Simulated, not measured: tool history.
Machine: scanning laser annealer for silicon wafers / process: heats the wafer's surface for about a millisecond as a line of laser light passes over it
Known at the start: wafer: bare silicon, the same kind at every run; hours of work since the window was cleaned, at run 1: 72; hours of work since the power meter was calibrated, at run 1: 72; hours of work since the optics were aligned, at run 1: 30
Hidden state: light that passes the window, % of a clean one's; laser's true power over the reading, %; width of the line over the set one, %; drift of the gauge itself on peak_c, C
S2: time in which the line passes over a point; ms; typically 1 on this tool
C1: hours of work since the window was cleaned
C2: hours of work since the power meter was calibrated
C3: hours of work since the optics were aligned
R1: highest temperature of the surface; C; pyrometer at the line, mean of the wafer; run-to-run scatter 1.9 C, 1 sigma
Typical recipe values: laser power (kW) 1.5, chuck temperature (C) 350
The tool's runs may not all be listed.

Run 1, day 0: usual settings; C1 72; C2 72; C3 30. Result: R1 1133 C.
Run 2, day 0.492: usual settings; C1 78; C2 78; C3 37. Result: R1 1127 C.
Run 3, day 0.812: usual settings but chuck temperature (C) 367; C1 83; C2 83; C3 41. Result: R1 1146 C.
Run 4, day 1.321: usual settings but chuck temperature (C) 367; C1 90; C2 90; C3 48. Result: R1 1147 C.
Run 5, day 1.783: usual settings but chuck temperature (C) 367; C1 96; C2 96; C3 55. Result: R1 1148 C.
Run 6, day 2.117: usual settings but chuck temperature (C) 367; C1 100; C2 100; C3 59. Result: R1 1150 C.
Run 7, day 2.733: usual settings but chuck temperature (C) 319; C1 109; C2 109; C3 68. Result: R1 1094 C.
Run 8, day 3.296: usual settings but chuck temperature (C) 319; C1 117; C2 117; C3 75. Result: R1 1098 C.
Run 9, day 3.896: usual settings but chuck temperature (C) 319; C1 125; C2 125; C3 84. Result: R1 1096 C.
Run 10, day 4.354: usual settings but chuck temperature (C) 319; C1 131; C2 131; C3 90. Result: R1 1097 C.
Run 11, day 4.962: usual settings; C1 139; C2 139; C3 98. Result: R1 1129 C.
Run 12, day 5.421: usual settings but chuck temperature (C) 384; C1 146; C2 146; C3 104. Result: R1 1166 C.
Run 13, day 5.921: usual settings but laser power (kW) 1.372, S2 0.78 ms, chuck temperature (C) 360; C1 152; C2 152; C3 111. Result: R1 984 C.
Run 14, day 6.608: usual settings but laser power (kW) 1.372, S2 0.78 ms, chuck temperature (C) 360; C1 162; C2 162; C3 121. Result: R1 984 C.
Run 15, day 7.179: usual settings but laser power (kW) 1.318, S2 1.15 ms, chuck temperature (C) 333; C1 169; C2 169; C3 128. Result: R1 1073 C.
Run 16, day 7.475: usual settings but laser power (kW) 1.385, S2 1.13 ms, chuck temperature (C) 341; C1 174; C2 174; C3 132. Result: R1 1108 C.
Run 17, day 7.938: usual settings but laser power (kW) 1.385, S2 1.13 ms, chuck temperature (C) 341; C1 180; C2 180; C3 139. Result: R1 1112 C.
Run 18, day 8.575: usual settings but chuck temperature (C) 356; C1 189; C2 189; C3 147. Result: R1 1133 C.
Run 19, day 9.079: usual settings but S2 0.87 ms, chuck temperature (C) 345; C1 195; C2 195; C3 154. Result: R1 1065 C.
Run 20, day 9.65: usual settings but laser power (kW) 1.486, S2 0.89 ms, chuck temperature (C) 356; C1 203; C2 203; C3 162. Result: R1 1082 C.
Run 21, day 10.179: usual settings but laser power (kW) 1.625, S2 0.89 ms, chuck temperature (C) 375; C1 210; C2 210; C3 169. Result: R1 1167 C.
Run 22, day 10.7: usual settings but laser power (kW) 1.625, S2 0.89 ms, chuck temperature (C) 375; C1 218; C2 218; C3 176. Result: R1 1169 C.
Run 23, day 11.15: usual settings but laser power (kW) 1.625, S2 0.89 ms, chuck temperature (C) 375; C1 224; C2 224; C3 183. Result: R1 1168 C.

Branching from run 23: 4 alternative next runs. What would each branch give?
Run A, day 11.788: usual settings but laser power (kW) 1.509, S2 0.74 ms, chuck temperature (C) 317; C1 232; C2 232; C3 191. Result: R1 ?.
Run B, day 11.788: usual settings but laser power (kW) 1.3, chuck temperature (C) 334; C1 232; C2 232; C3 191. Result: R1 ?.
Run C, day 11.788: usual settings but chuck temperature (C) 329; C1 232; C2 232; C3 191. Result: R1 ?.
Run D, day 11.788: usual settings but laser power (kW) 1.63, S2 0.81 ms, chuck temperature (C) 322; C1 232; C2 232; C3 191. Result: R1 ?.

run    R1
  A   983
  B  1008
  C  1107
  D  1076
The same runs, with their run-to-run variation unchanged, on a tool lacking any hidden condition would have given:
run    R1
  A   983
  B  1008
  C  1107
  D  1076
